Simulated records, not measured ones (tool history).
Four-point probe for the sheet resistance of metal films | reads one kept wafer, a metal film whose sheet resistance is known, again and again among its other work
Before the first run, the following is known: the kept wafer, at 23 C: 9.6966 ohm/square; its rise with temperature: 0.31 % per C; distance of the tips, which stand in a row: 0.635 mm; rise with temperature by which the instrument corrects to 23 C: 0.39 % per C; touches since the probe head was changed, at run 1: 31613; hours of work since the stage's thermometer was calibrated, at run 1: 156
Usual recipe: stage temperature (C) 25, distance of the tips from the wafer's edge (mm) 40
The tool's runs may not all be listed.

| run | hour | stage temperature (C) | distance of the tips from the wafer's edge (mm) | touches since the probe head was changed | hours of work since the stage's thermometer was calibrated | sheet resistance as the instrument gives it (ohm/square) |
|---|---|---|---|---|---|---|
| 1 | 0 | 25 | 40 | 31613 | 156 | 9.666813 |
| 2 | 9.3 | 25 | 5 | 31915 | 160 | 9.749308 |
| 3 | 21.2 | 25 | 10 | 32299 | 165 | 9.680844 |
| 4 | 37.4 | 25 | 10 | 32825 | 172 | 9.680079 |
| 5 | 44.7 | 25 | 10 | 33062 | 175 | 9.688868 |
| 6 | 53.4 | 25 | 10 | 33342 | 179 | 9.682285 |
| 7 | 68.8 | 25 | 10 | 33843 | 185 | 9.686008 |
| 8 | 76.4 | 25 | 4 | 34090 | 189 | 9.790962 |
| 9 | 86.3 | 25 | 40 | 34408 | 193 | 9.660241 |
| 10 | 102.1 | 25 | 40 | 34922 | 199 | 9.664431 |
| 11 | 117.4 | 25 | 40 | 35417 | 206 | 9.666408 |
| 12 | 133.2 | 20 | 40 | 35929 | 213 | 9.704854 |
| 13 | 142 | 20 | 40 | 36215 | 216 | 9.703386 |
| 14 | 157.9 | 25 | 21 | 36729 | 223 | 9.671554 |
| 15 | 174.8 | 32 | 40 | 37276 | 230 | 9.61158 |
| 16 | 186.7 | 25 | 7 | 37663 | 235 | 9.707011 |
| 17 | 196.9 | 25 | 7 | 37993 | 239 | 9.705332 |
| 18 | 210.6 | 25 | 7 | 38437 | 245 | 9.707044 |
| 19 | 223.1 | 25 | 11 | 38844 | 251 | 9.681866 |
| 20 | 239.7 | 25 | 11 | 39380 | 257 | 9.684313 |
| 21 | 256.2 | 25 | 11 | 39916 | 264 | 9.685644 |
| 22 | 270.6 | 25 | 43 | 40381 | 271 | 9.66622 |
|  | 272.1 | stage's thermometer calibrated |
| 23 | 287.6 | 33 | 4 | 40917 | 7 | 9.733264 |
| 24 | 303 | 18 | 35 | 41414 | 13 | 9.720762 |
| 25 | 310.1 | 20 | 34 | 41644 | 16 | 9.703423 |
| 26 | 321.9 | 20 | 34 | 42028 | 21 | 9.707469 |
|  | 325.7 | stage's thermometer calibrated, once more |
| 27 | 336.5 | 20 | 4 | 42485 | 5 | 9.835898 |
| 28 | 348.1 | 20 | 6 | 42862 | 9 | 9.761471 |
| 29 | 359.7 | 20 | 6 | 43235 | 14 | 9.761107 |
| 30 | 374 | 26 | 17 | 43699 | 20 | 9.664579 |
| 31 | 389 | 26 | 16 | 44186 | 27 | 9.667544 |
| 32 | 399.2 | 26 | 16 | 44517 | 31 | 9.671108 |
| 33 | 414.8 | 26 | 16 | 45023 | 38 | 9.663786 |
| 34 | 428.6 | 22 | 57 | 45468 | 43 | 9.689532 |
| 35 | 438.4 | 25 | 10 | 45787 | 47 | 9.686881 |
| 36 | 447.8 | 22 | 24 | 46091 | 51 | 9.692009 |
| 37 | 460.8 | 26 | 6 | 46512 | 57 | 9.714899 |
| 38 | 471 | 26 | 6 | 46841 | 61 | 9.713454 |
| 39 | 481.8 | 34 | 5 | 47193 | 66 | 9.68141 |

Pick out some run-to-run changes in sheet resistance as the instrument gives it (ohm/square). Of each, how much would a tool without hidden state show as well, from the settings, what came in and chance, and how much is left for the hidden state and any gauge scatter not in both results compared?
Hidden state at play: inner tips' distance over the nominal, %; tips' flats over new ones', %; wafer's true temperature over the reading, C; drift of the gauge itself on sheet_ohm, %.
Run 7 -> 8: distance of the tips from the wafer's edge (mm) 10 -> 4. sheet resistance as the instrument gives it (ohm/square) +0.104954: hidden state -0.000147, all else +0.105101.
Run 8 -> 9: distance of the tips from the wafer's edge (mm) 4 -> 40. sheet resistance as the instrument gives it (ohm/square) -0.130721: hidden state +0.000252, all else -0.130973.
Run 22 -> 23: stage temperature (C) 25 -> 33, distance of the tips from the wafer's edge (mm) 43 -> 4, stage's thermometer calibrated. sheet resistance as the instrument gives it (ohm/square) +0.067044: hidden state -0.000925, all else +0.067969.
Run 26 -> 27: distance of the tips from the wafer's edge (mm) 34 -> 4, stage's thermometer calibrated, once more. sheet resistance as the instrument gives it (ohm/square) +0.128429: hidden state +0.000864, all else +0.127565.

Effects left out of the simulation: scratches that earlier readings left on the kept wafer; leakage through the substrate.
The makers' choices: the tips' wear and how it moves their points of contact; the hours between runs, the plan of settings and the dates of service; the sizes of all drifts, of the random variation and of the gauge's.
